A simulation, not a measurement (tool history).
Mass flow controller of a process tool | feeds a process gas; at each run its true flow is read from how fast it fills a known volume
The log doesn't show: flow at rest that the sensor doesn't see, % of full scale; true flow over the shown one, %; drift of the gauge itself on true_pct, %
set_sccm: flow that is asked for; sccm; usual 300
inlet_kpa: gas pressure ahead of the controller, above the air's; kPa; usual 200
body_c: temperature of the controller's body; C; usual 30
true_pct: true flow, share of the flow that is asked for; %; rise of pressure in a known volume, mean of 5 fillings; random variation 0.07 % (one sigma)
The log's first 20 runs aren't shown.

run	day	set_sccm	inlet_kpa	body_c	hours of work since the controller was set to zero	hours of work since the controller was changed	true_pct
21	66.325	300	200	30	2195	2195	97.51
22	68.488	129	200	30	2214	2214	96.89
23	70.746	129	200	30	2233	2233	96.82
24	73.204	300	200	26	2255	2255	97.08
25	77.333	630	219	29	2291	2291	98.19
26	80.633	975	200	28	2320	2320	98.96
27	82.921	470	200	28	2340	2340	97.49
28	85.967	470	200	28	2367	2367	97.47
29	90.600	470	200	28	2407	2407	97.44
30	94.433	231	233	26	2441	2441	96.60
31	98.300	300	279	37	2475	2475	97.32
32	102.179	300	279	37	2509	2509	97.18
33	105.396	300	279	37	2537	2537	97.32
34	109.442	300	269	37	2572	2572	97.45
35	112.321	121	267	30	2597	2597	96.35
36	114.521	121	267	30	2617	2617	96.21
37	118.900	121	267	30	2655	2655	96.15
38	123.654	615	200	30	2697	2697	97.46

The next listed run, before its measurement:
39	126.479	250	159	22	2721	2721	?

Run 39 gave true_pct 96.02 %.
Without the tool's hidden state the same run would have given true_pct 97.90 %.

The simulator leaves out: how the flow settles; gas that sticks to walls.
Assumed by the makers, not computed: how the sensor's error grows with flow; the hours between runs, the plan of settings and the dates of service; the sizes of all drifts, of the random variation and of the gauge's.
